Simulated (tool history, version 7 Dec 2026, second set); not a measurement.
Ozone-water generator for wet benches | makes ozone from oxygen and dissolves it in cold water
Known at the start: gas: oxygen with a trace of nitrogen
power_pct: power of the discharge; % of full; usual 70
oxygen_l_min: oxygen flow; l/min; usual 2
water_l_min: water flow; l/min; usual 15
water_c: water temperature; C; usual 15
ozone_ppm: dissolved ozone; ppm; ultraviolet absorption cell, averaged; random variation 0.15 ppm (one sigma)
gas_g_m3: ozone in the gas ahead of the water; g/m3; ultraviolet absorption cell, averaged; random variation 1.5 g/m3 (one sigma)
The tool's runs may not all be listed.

run    hour  power_pct  oxygen_l_min  water_l_min  water_c  ozone_ppm  gas_g_m3
  1       0         70             2           15       15       18.8     278.4
  2   204.8         70             2           15       15       18.8     278.3
  3   320.3         97             2           15       15       22.4       330
  4   428.4         97             2           15       15       22.1     328.6
  5   614.8         97             2           15       15       22.1     328.5
  6   749.2         70             2           15       15       18.8     280.2
  7   923.3         70             2           15       15       18.7     277.7
  8  1083.2         70             2           15       15       18.8     279.7
  9  1282.9         70             2           14       16       19.9     278.1
 10  1388.2         45          1.11           17        8         11     286.6
 11  1559.6         70             2           21       15       12.8     277.6

Taken out of this log: 1 entry between the listed runs. Where each belongs, and how the hidden state differs across it:
Between runs 2 and 3: water thermometer calibrated (hour 231.2)
  true water temperature over the reading, C: 0.01 -> 0
